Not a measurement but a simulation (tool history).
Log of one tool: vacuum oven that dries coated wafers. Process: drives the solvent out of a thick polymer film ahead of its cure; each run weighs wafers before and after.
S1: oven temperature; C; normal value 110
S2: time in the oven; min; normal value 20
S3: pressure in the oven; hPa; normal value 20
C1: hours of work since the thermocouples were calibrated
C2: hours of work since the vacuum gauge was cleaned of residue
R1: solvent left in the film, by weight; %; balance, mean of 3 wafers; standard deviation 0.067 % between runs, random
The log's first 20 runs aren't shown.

run,day,S1,S2,S3,C1,C2,R1
21,17.229,107,11,27.8,290,736,8.91
22,18.329,116,29,28.8,309,755,1.96
23,19.312,125,15,10.1,325,772,2.81
24,19.904,109,20,24.3,335,782,4.82
25,20.875,109,20,24.3,352,798,4.84
26,21.554,109,20,24.3,363,810,4.86
27,22.038,123,14,24.3,372,818,3.56
28,23.221,122,20,13.1,392,838,1.99
29,24.221,122,20,13.1,409,855,1.93
30,25.133,114,13,15,424,871,5.82
31,26.129,114,13,15,441,888,5.89
32,26.729,114,13,15,451,898,5.86
33,27.296,114,13,15,461,907,5.99
34,27.917,114,22,15,472,918,3.07
35,28.75,96,20,20,486,932,8.3
36,29.246,120,11,12.4,494,941,5.46
37,30.383,107,26,25.9,514,960,3.96
38,31.233,105,33,20,528,974,3.06
39,31.929,110,15,20,540,986,6.04

Branching from run 39: 4 alternative next runs. What would each branch give?
A,33.021,110,36,11.1,558,1005,?
B,33.021,123,28,41,558,1005,?
C,33.021,120,25,20,558,1005,?
D,33.021,98,20,20,558,1005,?

run,R1
A,1.64
B,1.43
C,1.65
D,7.64
The same runs, with their run-to-run variation unchanged, on a tool lacking any hidden condition would have given:
run,R1
A,1.63
B,1.42
C,1.63
D,7.62
